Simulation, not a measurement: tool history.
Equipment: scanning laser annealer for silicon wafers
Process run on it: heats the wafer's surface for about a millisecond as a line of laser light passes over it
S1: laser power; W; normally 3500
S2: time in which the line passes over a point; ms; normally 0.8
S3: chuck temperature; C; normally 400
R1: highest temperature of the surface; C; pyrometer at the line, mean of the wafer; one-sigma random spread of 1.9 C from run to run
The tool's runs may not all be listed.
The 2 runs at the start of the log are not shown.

| run | day | S1 | S2 | S3 | R1 |
|---|---|---|---|---|---|
| 3 | 4.221 | 3500 | 0.8 | 400 | 1139 |
| 4 | 6.204 | 3500 | 0.8 | 400 | 1143 |
| 5 | 7.517 | 3500 | 0.8 | 400 | 1145 |
| 6 | 10.083 | 3500 | 0.8 | 400 | 1142 |
| 7 | 12.571 | 3500 | 0.8 | 400 | 1141 |
| 8 | 15.279 | 3500 | 0.8 | 400 | 1143 |
| 9 | 17.175 | 3500 | 0.64 | 400 | 1055 |
| 10 | 19.188 | 3500 | 0.64 | 400 | 1053 |
| 11 | 22.112 | 3500 | 0.64 | 440 | 1097 |
| 12 | 23.767 | 3500 | 0.8 | 400 | 1140 |
| 13 | 26.846 | 3500 | 0.8 | 400 | 1137 |
| 14 | 29.358 | 3500 | 0.9 | 400 | 1192 |
| 15 | 31.921 | 3500 | 0.8 | 366 | 1109 |
| 16 | 33.979 | 3500 | 0.8 | 366 | 1110 |
| 17 | 37.096 | 3500 | 0.8 | 366 | 1109 |
| 18 | 38.446 | 3500 | 0.8 | 366 | 1105 |
| 19 | 41.129 | 3500 | 0.8 | 366 | 1107 |
| 20 | 43.367 | 3500 | 0.8 | 366 | 1104 |
| 21 | 45.121 | 3500 | 0.8 | 366 | 1108 |

For run 22, what comes out?
| 22 | 47.088 | 3500 | 0.8 | 366 | ? |

R1: 1107 C
Had the tool carried no hidden state, the very same run would have given R1 1109 C.
